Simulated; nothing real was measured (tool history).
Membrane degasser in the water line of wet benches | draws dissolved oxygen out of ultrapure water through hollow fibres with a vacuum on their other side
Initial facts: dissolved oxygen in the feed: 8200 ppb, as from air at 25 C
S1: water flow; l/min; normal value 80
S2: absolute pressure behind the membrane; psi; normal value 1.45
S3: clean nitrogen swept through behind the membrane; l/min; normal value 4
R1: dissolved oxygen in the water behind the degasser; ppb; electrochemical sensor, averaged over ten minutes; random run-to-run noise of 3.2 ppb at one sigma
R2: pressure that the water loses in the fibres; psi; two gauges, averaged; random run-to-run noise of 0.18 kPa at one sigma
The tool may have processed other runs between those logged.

run 1 hour=0 | S1=80 S2=1.45 S3=4 | R1=328.9 R2=5.207
run 2 hour=52.7 | S1=80 S2=1.45 S3=4 | R1=323.9 R2=5.207
run 3 hour=134.5 | S1=80 S2=1.45 S3=4 | R1=327.1 R2=5.236
run 4 hour=221.5 | S1=80 S2=1.45 S3=4.23 | R1=308.3 R2=5.213
run 5 hour=342.5 | S1=80 S2=1.45 S3=4.23 | R1=313.6 R2=5.226
run 6 hour=406.9 | S1=80 S2=1.45 S3=4.23 | R1=313.6 R2=5.178
run 7 hour=490.1 | S1=80 S2=1.45 S3=4.23 | R1=310.6 R2=5.182
run 8 hour=546.3 | S1=80 S2=1.45 S3=4.23 | R1=304.9 R2=5.203
run 9 hour=607.3 | S1=80 S2=1.45 S3=4.23 | R1=307.2 R2=5.224
run 10 hour=696.6 | S1=80 S2=3.28 S3=4 | R1=808.2 R2=5.176
run 11 hour=755 | S1=80 S2=3.28 S3=4 | R1=823.8 R2=5.163
run 12 hour=860.2 | S1=80 S2=3.28 S3=4 | R1=824.7 R2=5.187
-- hour=872.1 vacuum gauge calibrated
run 13 hour=929.9 | S1=80 S2=1.45 S3=4 | R1=327.8 R2=5.178
run 14 hour=1015.4 | S1=80 S2=1.45 S3=2.03 | R1=544.2 R2=5.266
run 15 hour=1104 | S1=104 S2=1.84 S3=2.03 | R1=932.9 R2=6.765
run 16 hour=1165.5 | S1=60 S2=1.16 S3=2.12 | R1=288.1 R2=3.87
run 17 hour=1262.2 | S1=80 S2=2.26 S3=7.01 | R1=344.7 R2=5.242
run 18 hour=1367.9 | S1=80 S2=2.26 S3=7.01 | R1=350 R2=5.192
run 19 hour=1480.6 | S1=80 S2=2.26 S3=7.01 | R1=354 R2=5.187
run 20 hour=1594.5 | S1=50 S2=3.15 S3=4.81 | R1=437.1 R2=3.256
run 21 hour=1716.4 | S1=57 S2=1.57 S3=10.79 | R1=100.2 R2=3.649
run 22 hour=1812.1 | S1=53 S2=1.45 S3=4 | R1=204 R2=3.407
run 23 hour=1901.5 | S1=53 S2=1.45 S3=4 | R1=207.1 R2=3.459
run 24 hour=1954.3 | S1=80 S2=1.75 S3=4 | R1=413.6 R2=5.176
run 25 hour=2014.6 | S1=80 S2=3.31 S3=4 | R1=825.3 R2=5.224
run 26 hour=2077.5 | S1=116 S2=3.41 S3=2.76 | R1=1537.4 R2=7.478
run 27 hour=2134 | S1=80 S2=1.45 S3=9.31 | R1=166.9 R2=5.223
run 28 hour=2233.2 | S1=56 S2=0.87 S3=3.46 | R1=107.8 R2=3.632

Forecast each of these 5 alternatives for the next run:
run A hour=2283.7 | S1=109 S2=2.29 S3=4.33 | R1=? R2=?
run B hour=2283.7 | S1=80 S2=0.87 S3=2.73 | R1=? R2=?
run C hour=2283.7 | S1=56 S2=1.36 S3=3.46 | R1=? R2=?
run D hour=2283.7 | S1=127 S2=2.22 S3=2.86 | R1=? R2=?
run E hour=2283.7 | S1=64 S2=0.9 S3=1.72 | R1=? R2=?

run=A R1=737.4 R2=7.092
run=B R1=200.8 R2=5.187
run=C R1=230.6 R2=3.642
run=D R1=1089.6 R2=8.247
run=E R1=230 R2=4.163
What these runs would have given with no unlogged condition in the tool:
run=A R1=736.7 R2=7.084
run=B R1=200.5 R2=5.179
run=C R1=230.5 R2=3.638
run=D R1=1088.7 R2=8.238
run=E R1=229.8 R2=4.158

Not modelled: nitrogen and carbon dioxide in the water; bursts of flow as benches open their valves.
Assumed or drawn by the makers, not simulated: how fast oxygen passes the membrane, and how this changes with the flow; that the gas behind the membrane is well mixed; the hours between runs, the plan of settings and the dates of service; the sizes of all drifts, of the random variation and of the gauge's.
